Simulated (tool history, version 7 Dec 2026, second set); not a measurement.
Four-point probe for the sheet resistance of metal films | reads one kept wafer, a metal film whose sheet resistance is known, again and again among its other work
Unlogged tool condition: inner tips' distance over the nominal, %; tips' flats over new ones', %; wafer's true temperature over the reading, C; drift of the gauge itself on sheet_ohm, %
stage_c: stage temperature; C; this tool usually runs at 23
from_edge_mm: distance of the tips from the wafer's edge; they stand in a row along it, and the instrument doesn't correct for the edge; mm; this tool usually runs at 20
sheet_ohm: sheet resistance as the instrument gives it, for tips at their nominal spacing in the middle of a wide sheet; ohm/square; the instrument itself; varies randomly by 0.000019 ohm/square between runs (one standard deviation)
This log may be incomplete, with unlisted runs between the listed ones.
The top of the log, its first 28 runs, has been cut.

run    hour  stage_c  from_edge_mm  touches since the probe head was changed  hours of work since the stage's thermometer was calibrated  sheet_ohm
 29   716.0       27             4                                     15254                                                          20   0.097225
 30   745.5       27             4                                     15598                                                          34   0.097198
 31   778.2       21            14                                     15977                                                          49   0.092539
 32   800.7       21            22                                     16238                                                          59   0.092323
 33   821.4       31             4                                     16479                                                          68   0.097372
 34   844.3       22            29                                     16744                                                          79   0.092309
 35   873.5       22             5                                     17083                                                          92   0.095325
 36   892.1       24            68                                     17299                                                         100   0.092339
 37   912.0       23             6                                     17530                                                         110   0.094474
 38   936.7       19            59                                     17816                                                         121   0.092115
 39   968.4       31            23                                     18184                                                         135   0.092767
 40   992.4       26            28                                     18463                                                         146   0.092519
 41  1029.0       24            20                                     18887                                                         163   0.092503
 42  1053.6       24            20                                     19173                                                         174   0.092501
 43  1087.2       24            20                                     19563                                                         189   0.092470
 44  1122.3       22             7                                     19970                                                         205   0.093809

5 ways to go on from here, each from the tool as it stands after run 44. What would each give?
  A  1153.2       23             6                                     20329                                                         219          ?
  B  1153.2       31             7                                     20329                                                         219          ?
  C  1153.2       22             5                                     20329                                                         219          ?
  D  1153.2       19             7                                     20329                                                         219          ?
  E  1153.2       24             8                                     20329                                                         219          ?

run  sheet_ohm
  A   0.094382
  B   0.094230
  C   0.095249
  D   0.093619
  E   0.093508
Stripped of hidden state, with their random variation kept, the same runs would have yielded:
run  sheet_ohm
  A   0.094657
  B   0.094505
  C   0.095527
  D   0.093892
  E   0.093781
